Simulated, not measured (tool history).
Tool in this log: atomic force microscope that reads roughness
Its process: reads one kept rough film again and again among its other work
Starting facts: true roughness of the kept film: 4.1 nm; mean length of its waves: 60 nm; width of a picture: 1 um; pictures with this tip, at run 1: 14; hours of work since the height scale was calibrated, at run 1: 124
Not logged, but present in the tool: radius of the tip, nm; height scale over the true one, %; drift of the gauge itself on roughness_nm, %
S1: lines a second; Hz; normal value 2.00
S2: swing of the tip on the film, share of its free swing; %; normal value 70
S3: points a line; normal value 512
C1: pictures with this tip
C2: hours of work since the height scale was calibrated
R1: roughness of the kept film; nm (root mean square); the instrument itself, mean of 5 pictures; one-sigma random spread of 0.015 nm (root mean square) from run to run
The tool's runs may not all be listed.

| run | hour | S1 | S2 | S3 | C1 | C2 | R1 |
|---|---|---|---|---|---|---|---|
| 1 | 0.0 | 2.00 | 70 | 512 | 14 | 124 | 3.592 |
| 2 | 4.7 | 2.00 | 70 | 512 | 22 | 126 | 3.581 |
| 3 | 9.5 | 2.00 | 69 | 512 | 31 | 128 | 3.611 |
| 4 | 14.3 | 2.00 | 70 | 512 | 39 | 131 | 3.578 |
| 5 | 20.4 | 2.00 | 70 | 747 | 50 | 134 | 3.577 |
| 6 | 25.7 | 2.00 | 70 | 747 | 59 | 137 | 3.609 |
| 7 | 32.8 | 0.82 | 70 | 512 | 72 | 140 | 3.756 |
| 8 | 37.5 | 2.00 | 76 | 512 | 80 | 142 | 3.499 |
| 9 | 44.8 | 2.00 | 76 | 512 | 92 | 146 | 3.466 |
| 10 | 49.7 | 2.00 | 73 | 512 | 101 | 149 | 3.534 |
| 11 | 60.5 | 2.00 | 73 | 512 | 120 | 154 | 3.528 |
| 12 | 69.4 | 2.00 | 73 | 598 | 136 | 158 | 3.538 |
| 13 | 79.7 | 2.00 | 73 | 598 | 154 | 164 | 3.529 |
| 14 | 86.4 | 2.00 | 73 | 691 | 165 | 167 | 3.529 |
| 15 | 94.5 | 2.45 | 65 | 453 | 180 | 171 | 3.627 |
| 16 | 104.8 | 0.99 | 66 | 512 | 198 | 176 | 3.761 |
|  | 107.0 | new tip fitted |
| 17 | 110.6 | 0.99 | 66 | 512 | 6 | 179 | 3.768 |
| 18 | 116.6 | 2.00 | 87 | 512 | 17 | 182 | 3.212 |
| 19 | 127.2 | 2.00 | 87 | 512 | 35 | 187 | 3.216 |
| 20 | 138.3 | 1.31 | 90 | 553 | 55 | 193 | 3.371 |
| 21 | 144.0 | 1.99 | 78 | 312 | 65 | 196 | 3.444 |
| 22 | 152.5 | 1.38 | 66 | 483 | 80 | 200 | 3.727 |
| 23 | 160.6 | 1.42 | 66 | 463 | 94 | 204 | 3.714 |
| 24 | 170.1 | 1.26 | 64 | 476 | 110 | 209 | 3.746 |
| 25 | 177.1 | 2.25 | 86 | 419 | 123 | 212 | 3.176 |
| 26 | 187.5 | 2.25 | 86 | 419 | 141 | 218 | 3.152 |
| 27 | 196.9 | 2.00 | 75 | 444 | 157 | 222 | 3.519 |

Below are 4 alternative next runs, each starting from the tool's condition after run 27. Predict each:
| A | 206.4 | 2.00 | 78 | 444 | 174 | 227 | ? |
| B | 206.4 | 1.00 | 69 | 948 | 174 | 227 | ? |
| C | 206.4 | 3.27 | 82 | 891 | 174 | 227 | ? |
| D | 206.4 | 2.93 | 70 | 512 | 174 | 227 | ? |

| run | R1 |
|---|---|
| A | 3.426 |
| B | 3.746 |
| C | 3.083 |
| D | 3.443 |
Without the tool's hidden state the same runs would have given:
| run | R1 |
|---|---|
| A | 3.432 |
| B | 3.752 |
| C | 3.088 |
| D | 3.449 |

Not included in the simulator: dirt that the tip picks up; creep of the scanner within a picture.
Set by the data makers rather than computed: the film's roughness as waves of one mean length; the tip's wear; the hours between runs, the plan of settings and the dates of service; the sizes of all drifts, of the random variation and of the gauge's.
